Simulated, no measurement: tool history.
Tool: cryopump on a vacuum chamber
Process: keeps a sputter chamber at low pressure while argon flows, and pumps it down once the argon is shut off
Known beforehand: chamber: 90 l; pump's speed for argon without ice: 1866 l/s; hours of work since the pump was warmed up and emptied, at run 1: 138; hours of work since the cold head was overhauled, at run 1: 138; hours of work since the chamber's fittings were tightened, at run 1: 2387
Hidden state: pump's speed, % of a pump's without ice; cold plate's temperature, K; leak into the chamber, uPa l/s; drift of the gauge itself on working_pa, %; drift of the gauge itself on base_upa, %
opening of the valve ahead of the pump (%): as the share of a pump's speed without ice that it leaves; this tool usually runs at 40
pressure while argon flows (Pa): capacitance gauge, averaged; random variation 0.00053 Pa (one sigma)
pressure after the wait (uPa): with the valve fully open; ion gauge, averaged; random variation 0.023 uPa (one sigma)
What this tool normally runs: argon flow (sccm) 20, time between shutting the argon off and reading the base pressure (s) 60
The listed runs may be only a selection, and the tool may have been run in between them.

run   hour  argon flow (sccm)  time between shutting the argon off and reading the base pressure (s)  opening of the valve ahead of the pump (%)  hours of work since the pump was warmed up and emptied  hours of work since the cold head was overhauled  hours of work since the chamber's fittings were tightened  pressure while argon flows (Pa)  pressure after the wait (uPa)
  1    0.0                 20                                                                     60                                          40                                                     138                                               138                                                       2387                           0.0459                           1.10
  2   14.8                 20                                                                     60                                          40                                                     144                                               144                                                       2393                           0.0468                           1.12
  3   27.5                 20                                                                     60                                          40                                                     150                                               150                                                       2399                           0.0461                           1.10
  4   40.0                 20                                                                     60                                          40                                                     155                                               155                                                       2404                           0.0467                           1.09
  5   48.9                 20                                                                     60                                          40                                                     158                                               158                                                       2407                           0.0473                           1.13
  6   64.0                 20                                                                     60                                          17                                                     165                                               165                                                       2414                           0.1087                           1.12
  7   78.9                 20                                                                     25                                          17                                                     171                                               171                                                       2420                           0.1088                           2.03
  8   92.4                 20                                                                     25                                          17                                                     176                                               176                                                       2425                           0.1083                           2.04
  9   98.8                 20                                                                     25                                          17                                                     179                                               179                                                       2428                           0.1076                           2.02
 10  113.5                 20                                                                    147                                          40                                                     185                                               185                                                       2434                           0.0469                           0.74
 11  122.7                 20                                                                     60                                          40                                                     189                                               189                                                       2438                           0.0485                           1.11
 12  129.8                 20                                                                     60                                          40                                                     192                                               192                                                       2441                           0.0476                           1.11
 13  136.5                 16                                                                     24                                          34                                                     194                                               194                                                       2443                           0.0448                           2.18
 14  147.8                  9                                                                    266                                          34                                                     199                                               199                                                       2448                           0.0249                           0.68
 15  161.3                  9                                                                    266                                          34                                                     204                                               204                                                       2453                           0.0251                           0.68
 16  174.7                  9                                                                    292                                          18                                                     210                                               210                                                       2459                           0.0468                           0.62
 17  187.6                  9                                                                    292                                          18                                                     215                                               215                                                       2464                           0.0467                           0.60
 18  202.3                 35                                                                     21                                          21                                                     221                                               221                                                       2470                           0.1559                           2.33
 19  211.4                 20                                                                    119                                          25                                                     225                                               225                                                       2474                           0.0755                           0.84
 20  224.7                 21                                                                     90                                          16                                                     230                                               230                                                       2479                           0.1215                           0.96
 21  239.7                 18                                                                     28                                          16                                                     237                                               237                                                       2486                           0.1046                           1.84
 22  247.9                 20                                                                     26                                          40                                                     240                                               240                                                       2489                           0.0482                           1.98
 23  262.5                 20                                                                    155                                          18                                                     246                                               246                                                       2495                           0.1026                           0.77

Predict each of these 5 candidate next runs independently; none follows another, all start after run 23:
  A  274.7                 20                                                                     64                                          30                                                     251                                               251                                                       2500                                ?                              ?
  B  274.7                  9                                                                     60                                          40                                                     251                                               251                                                       2500                                ?                              ?
  C  274.7                 28                                                                    155                                          18                                                     251                                               251                                                       2500                                ?                              ?
  D  274.7                 28                                                                     60                                          40                                                     251                                               251                                                       2500                                ?                              ?
  E  274.7                 10                                                                     90                                          18                                                     251                                               251                                                       2500                                ?                              ?

run  pressure while argon flows (Pa)  pressure after the wait (uPa)
  A                           0.0638                           1.12
  B                           0.0214                           1.12
  C                           0.1450                           0.77
  D                           0.0674                           1.16
  E                           0.0522                           0.96
What these runs would have given with no unlogged condition in the tool:
run  pressure while argon flows (Pa)  pressure after the wait (uPa)
  A                           0.0609                           0.78
  B                           0.0201                           0.79
  C                           0.1410                           0.42
  D                           0.0634                           0.82
  E                           0.0508                           0.62

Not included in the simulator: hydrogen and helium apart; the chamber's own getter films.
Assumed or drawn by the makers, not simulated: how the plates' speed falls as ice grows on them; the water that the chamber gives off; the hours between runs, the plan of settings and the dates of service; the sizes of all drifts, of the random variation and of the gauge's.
